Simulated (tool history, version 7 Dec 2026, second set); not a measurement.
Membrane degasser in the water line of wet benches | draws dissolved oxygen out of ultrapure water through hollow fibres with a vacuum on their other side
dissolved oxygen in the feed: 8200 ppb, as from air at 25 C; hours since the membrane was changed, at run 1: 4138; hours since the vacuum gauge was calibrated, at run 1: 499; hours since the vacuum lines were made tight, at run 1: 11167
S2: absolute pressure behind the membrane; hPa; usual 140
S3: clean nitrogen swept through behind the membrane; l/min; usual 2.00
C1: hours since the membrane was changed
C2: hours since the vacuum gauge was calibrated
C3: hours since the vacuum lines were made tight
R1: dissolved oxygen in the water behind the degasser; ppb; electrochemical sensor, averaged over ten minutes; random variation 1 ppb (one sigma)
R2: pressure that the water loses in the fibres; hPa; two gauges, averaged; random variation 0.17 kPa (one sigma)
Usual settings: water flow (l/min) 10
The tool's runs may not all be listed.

run 1 day=0.000 | water_flow_(l/min)=10 S2=140 S3=2.00 | C1=4138 C2=499 C3=11167 | R1=150.3 R2=283.5
run 2 day=8.417 | water_flow_(l/min)=10 S2=140 S3=2.00 | C1=4340 C2=701 C3=11369 | R1=149.5 R2=286.5
run 3 day=14.400 | water_flow_(l/min)=10 S2=140 S3=2.00 | C1=4483 C2=845 C3=11513 | R1=150.8 R2=284.3
run 4 day=24.154 | water_flow_(l/min)=10 S2=103 S3=2.00 | C1=4717 C2=1079 C3=11747 | R1=104.3 R2=284.5
run 5 day=32.129 | water_flow_(l/min)=10 S2=103 S3=2.00 | C1=4909 C2=1270 C3=11938 | R1=106.0 R2=283.7
run 6 day=41.233 | water_flow_(l/min)=10 S2=140 S3=4.93 | C1=5127 C2=1489 C3=12157 | R1=72.4 R2=284.3
run 7 day=52.696 | water_flow_(l/min)=10 S2=140 S3=1.92 | C1=5402 C2=1764 C3=12432 | R1=156.8 R2=284.0
run 8 day=63.150 | water_flow_(l/min)=10 S2=140 S3=2.00 | C1=5653 C2=2015 C3=12683 | R1=151.2 R2=285.2
run 9 day=71.133 | water_flow_(l/min)=10 S2=140 S3=2.00 | C1=5845 C2=2206 C3=12874 | R1=152.3 R2=289.3
run 10 day=83.183 | water_flow_(l/min)=8 S2=192 S3=2.00 | C1=6134 C2=2496 C3=13163 | R1=169.0 R2=232.1
run 11 day=88.504 | water_flow_(l/min)=9 S2=331 S3=1.15 | C1=6262 C2=2623 C3=13291 | R1=559.7 R2=257.5
run 12 day=97.804 | water_flow_(l/min)=9 S2=331 S3=5.29 | C1=6485 C2=2847 C3=13514 | R1=141.8 R2=257.5
run 13 day=107.671 | water_flow_(l/min)=12 S2=169 S3=1.40 | C1=6722 C2=3083 C3=13751 | R1=319.1 R2=346.3
run 14 day=114.508 | water_flow_(l/min)=12 S2=169 S3=1.40 | C1=6886 C2=3247 C3=13915 | R1=323.0 R2=343.6
run 15 day=123.071 | water_flow_(l/min)=12 S2=169 S3=1.40 | C1=7091 C2=3453 C3=14121 | R1=326.0 R2=347.0
-- day=133.817 seals of the vacuum lines changed
run 16 day=134.054 | water_flow_(l/min)=15 S2=255 S3=1.44 | C1=7353 C2=3715 C3=6 | R1=618.6 R2=433.5
run 17 day=146.350 | water_flow_(l/min)=10 S2=140 S3=0.90 | C1=7648 C2=4010 C3=301 | R1=292.3 R2=292.0
run 18 day=154.233 | water_flow_(l/min)=10 S2=140 S3=0.90 | C1=7837 C2=4199 C3=490 | R1=292.6 R2=291.5

3 ways to go on from here, each from the tool as it stands after run 18. What would each give?
run A day=163.625 | water_flow_(l/min)=10 S2=140 S3=5.17 | C1=8063 C2=4424 C3=715 | R1=? R2=?
run B day=163.625 | water_flow_(l/min)=13 S2=140 S3=2.00 | C1=8063 C2=4424 C3=715 | R1=? R2=?
run C day=163.625 | water_flow_(l/min)=16 S2=101 S3=4.48 | C1=8063 C2=4424 C3=715 | R1=? R2=?

run=A R1=70.8 R2=293.9
run=B R1=227.7 R2=375.6
run=C R1=203.4 R2=465.2
Without the tool's hidden state the same runs would have given:
run=A R1=66.0 R2=282.4
run=B R1=214.3 R2=360.8
run=C R1=180.4 R2=446.8
